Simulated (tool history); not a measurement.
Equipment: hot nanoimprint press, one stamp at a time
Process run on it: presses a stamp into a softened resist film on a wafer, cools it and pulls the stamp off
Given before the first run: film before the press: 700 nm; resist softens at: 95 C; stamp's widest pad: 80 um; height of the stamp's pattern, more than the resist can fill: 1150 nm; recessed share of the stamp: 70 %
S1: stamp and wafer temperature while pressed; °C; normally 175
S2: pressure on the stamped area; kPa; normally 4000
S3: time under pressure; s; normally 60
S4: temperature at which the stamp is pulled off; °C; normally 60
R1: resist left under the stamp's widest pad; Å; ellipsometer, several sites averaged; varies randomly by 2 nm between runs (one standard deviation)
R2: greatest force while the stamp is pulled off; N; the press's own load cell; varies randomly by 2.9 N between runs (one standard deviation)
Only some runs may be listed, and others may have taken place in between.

| run | hour | S1 | S2 | S3 | S4 | R1 | R2 |
|---|---|---|---|---|---|---|---|
| 1 | 0.0 | 175 | 4000 | 60 | 60 | 3951 | 134 |
| 2 | 40.7 | 175 | 4000 | 60 | 60 | 3944 | 135 |
| 3 | 93.6 | 175 | 4000 | 60 | 60 | 3988 | 136 |
|  | 104.0 | plate thermocouple calibrated |
| 4 | 125.5 | 175 | 4000 | 60 | 60 | 3946 | 137 |
| 5 | 155.5 | 177 | 4000 | 60 | 60 | 3776 | 133 |
| 6 | 204.8 | 177 | 4000 | 60 | 60 | 3829 | 133 |
| 7 | 238.0 | 177 | 4000 | 60 | 60 | 3757 | 139 |
| 8 | 285.0 | 177 | 4000 | 60 | 60 | 3808 | 140 |
| 9 | 324.5 | 177 | 4000 | 60 | 60 | 3763 | 138 |
| 10 | 347.1 | 177 | 4000 | 60 | 60 | 3777 | 135 |
| 11 | 400.1 | 175 | 4980 | 63 | 60 | 3535 | 135 |
| 12 | 438.4 | 175 | 4980 | 63 | 60 | 3524 | 141 |
| 13 | 471.9 | 169 | 4080 | 60 | 60 | 4495 | 137 |
|  | 488.5 | press's hydraulic seals changed and the load cell set to zero |
| 14 | 512.3 | 169 | 4080 | 60 | 60 | 4465 | 139 |
|  | 524.1 | plate thermocouple calibrated |
| 15 | 538.0 | 169 | 4080 | 37 | 60 | 5048 | 134 |
| 16 | 569.5 | 169 | 4500 | 96 | 47 | 3728 | 149 |
|  | 591.5 | stamp cleaned and given a new release coat |
| 17 | 609.0 | 175 | 5310 | 60 | 63 | 3493 | 132 |
| 18 | 655.9 | 175 | 5310 | 60 | 63 | 3524 | 137 |
| 19 | 692.3 | 175 | 5310 | 60 | 63 | 3500 | 137 |
| 20 | 726.6 | 175 | 3230 | 37 | 56 | 4929 | 143 |

Forecast each of these 5 alternatives for the next run:
| A | 756.3 | 175 | 4000 | 60 | 49 | ? | ? |
| B | 756.3 | 180 | 5860 | 60 | 68 | ? | ? |
| C | 756.3 | 175 | 4450 | 73 | 51 | ? | ? |
| D | 756.3 | 175 | 3230 | 58 | 57 | ? | ? |
| E | 756.3 | 182 | 4230 | 118 | 56 | ? | ? |

| run | R1 | R2 |
|---|---|---|
| A | 3961 | 147 |
| B | 2944 | 127 |
| C | 3542 | 139 |
| D | 4357 | 140 |
| E | 2566 | 141 |
With the hidden condition removed and each run's random variation left untouched, the same runs would have given:
| run | R1 | R2 |
|---|---|---|
| A | 3960 | 146 |
| B | 2942 | 126 |
| C | 3540 | 139 |
| D | 4355 | 140 |
| E | 2564 | 140 |

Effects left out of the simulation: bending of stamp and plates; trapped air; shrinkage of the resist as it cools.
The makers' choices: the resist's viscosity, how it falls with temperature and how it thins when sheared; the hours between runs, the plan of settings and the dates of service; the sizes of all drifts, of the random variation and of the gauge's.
